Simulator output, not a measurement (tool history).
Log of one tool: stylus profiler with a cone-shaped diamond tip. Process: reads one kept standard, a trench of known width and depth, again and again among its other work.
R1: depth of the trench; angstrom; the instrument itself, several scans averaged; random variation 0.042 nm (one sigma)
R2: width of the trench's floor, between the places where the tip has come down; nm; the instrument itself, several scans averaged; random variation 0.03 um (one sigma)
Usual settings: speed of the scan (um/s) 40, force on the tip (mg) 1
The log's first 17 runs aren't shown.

run 18 day=17.362 | speed_of_the_scan_(um/s)=40 force_on_the_tip_(mg)=1.6 | R1=2018.9 R2=96400
run 19 day=18.175 | speed_of_the_scan_(um/s)=40 force_on_the_tip_(mg)=1.6 | R1=2018.9 R2=96360
run 20 day=18.929 | speed_of_the_scan_(um/s)=40 force_on_the_tip_(mg)=0.51 | R1=2008.8 R2=96280
run 21 day=19.738 | speed_of_the_scan_(um/s)=40 force_on_the_tip_(mg)=0.51 | R1=2009.8 R2=96270
run 22 day=20.575 | speed_of_the_scan_(um/s)=56 force_on_the_tip_(mg)=1.6 | R1=2018.5 R2=96300
run 23 day=21.642 | speed_of_the_scan_(um/s)=127 force_on_the_tip_(mg)=0.62 | R1=2010.9 R2=95840
run 24 day=22.95 | speed_of_the_scan_(um/s)=12 force_on_the_tip_(mg)=0.57 | R1=2010.1 R2=96370
run 25 day=23.808 | speed_of_the_scan_(um/s)=12 force_on_the_tip_(mg)=0.57 | R1=2010.6 R2=96360
run 26 day=24.925 | speed_of_the_scan_(um/s)=65 force_on_the_tip_(mg)=1.25 | R1=2015.5 R2=96160
run 27 day=26.067 | speed_of_the_scan_(um/s)=65 force_on_the_tip_(mg)=1.25 | R1=2016.2 R2=96130
run 28 day=26.75 | speed_of_the_scan_(um/s)=76 force_on_the_tip_(mg)=0.34 | R1=2007.8 R2=95880
run 29 day=27.842 | speed_of_the_scan_(um/s)=76 force_on_the_tip_(mg)=0.34 | R1=2008.6 R2=95850
run 30 day=28.833 | speed_of_the_scan_(um/s)=88 force_on_the_tip_(mg)=2.16 | R1=2022.5 R2=96080
run 31 day=29.458 | speed_of_the_scan_(um/s)=63 force_on_the_tip_(mg)=0.5 | R1=2010.5 R2=95910
run 32 day=30.688 | speed_of_the_scan_(um/s)=11 force_on_the_tip_(mg)=0.5 | R1=2009.8 R2=96200
run 33 day=31.7 | speed_of_the_scan_(um/s)=11 force_on_the_tip_(mg)=0.5 | R1=2010.2 R2=96160
run 34 day=33.058 | speed_of_the_scan_(um/s)=115 force_on_the_tip_(mg)=2.74 | R1=2026.3 R2=95960
run 35 day=33.662 | speed_of_the_scan_(um/s)=115 force_on_the_tip_(mg)=0.58 | R1=2011.2 R2=95630
run 36 day=34.6 | speed_of_the_scan_(um/s)=12 force_on_the_tip_(mg)=1.96 | R1=2021.6 R2=96070
run 37 day=35.171 | speed_of_the_scan_(um/s)=12 force_on_the_tip_(mg)=1.96 | R1=2021.7 R2=96130
run 38 day=36.167 | speed_of_the_scan_(um/s)=12 force_on_the_tip_(mg)=1.96 | R1=2021.3 R2=96050

Forecast each of these 4 alternatives for the next run:
run A day=37.133 | speed_of_the_scan_(um/s)=14 force_on_the_tip_(mg)=1.96 | R1=? R2=?
run B day=37.133 | speed_of_the_scan_(um/s)=18 force_on_the_tip_(mg)=0.63 | R1=? R2=?
run C day=37.133 | speed_of_the_scan_(um/s)=102 force_on_the_tip_(mg)=1 | R1=? R2=?
run D day=37.133 | speed_of_the_scan_(um/s)=40 force_on_the_tip_(mg)=2.58 | R1=? R2=?

run=A R1=2022.3 R2=96020
run=B R1=2012 R2=96030
run=C R1=2015.2 R2=95740
run=D R1=2026.4 R2=96000
Without the tool's hidden state the same runs would have given:
run=A R1=2019.3 R2=97120
run=B R1=2009.1 R2=97120
run=C R1=2012.2 R2=96830
run=D R1=2023.5 R2=97090
